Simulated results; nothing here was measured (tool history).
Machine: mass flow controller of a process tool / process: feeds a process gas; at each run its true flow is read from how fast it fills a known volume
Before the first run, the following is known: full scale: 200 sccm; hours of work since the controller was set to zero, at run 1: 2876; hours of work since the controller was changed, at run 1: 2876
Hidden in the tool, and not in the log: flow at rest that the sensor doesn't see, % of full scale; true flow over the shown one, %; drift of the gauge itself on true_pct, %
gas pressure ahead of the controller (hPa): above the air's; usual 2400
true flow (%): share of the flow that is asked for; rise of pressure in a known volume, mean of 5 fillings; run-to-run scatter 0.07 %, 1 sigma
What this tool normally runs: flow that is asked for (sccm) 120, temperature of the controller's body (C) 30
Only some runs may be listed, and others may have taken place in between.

run,hour,flow that is asked for (sccm),gas pressure ahead of the controller (hPa),temperature of the controller's body (C),hours of work since the controller was set to zero,hours of work since the controller was changed,true flow (%)
1,0,120,2400,30,2876,2876,99.77
2,89.2,120,2400,30,2947,2947,100.03
3,158.9,120,2400,30,3003,3003,99.89
4,318.2,120,2400,30,3129,3129,99.97
5,430,120,1570,30,3218,3218,100.16
6,580.3,176,2400,30,3338,3338,100.86
7,729.6,176,2400,30,3456,3456,100.77
8,889.5,176,2400,30,3583,3583,100.96
9,955.4,120,2280,38,3636,3636,100.3
10,1095.3,25,1770,30,3747,3747,97.6
11,1247,25,1770,30,3868,3868,97.48

What if the next run were any one of these 5? Each begins from the tool's condition after run 11:
A,1321.1,29,1770,21,3926,3926,?
B,1321.1,25,1770,20,3926,3926,?
C,1321.1,137,1460,28,3926,3926,?
D,1321.1,64,2610,30,3926,3926,?
E,1321.1,80,2640,36,3926,3926,?

run,true flow (%)
A,97.55
B,97.14
C,100.65
D,99.03
E,99.51
Had the tool no hidden state, the same runs would have come out as:
run,true flow (%)
A,97.86
B,97.75
C,99.43
D,98.28
E,98.58
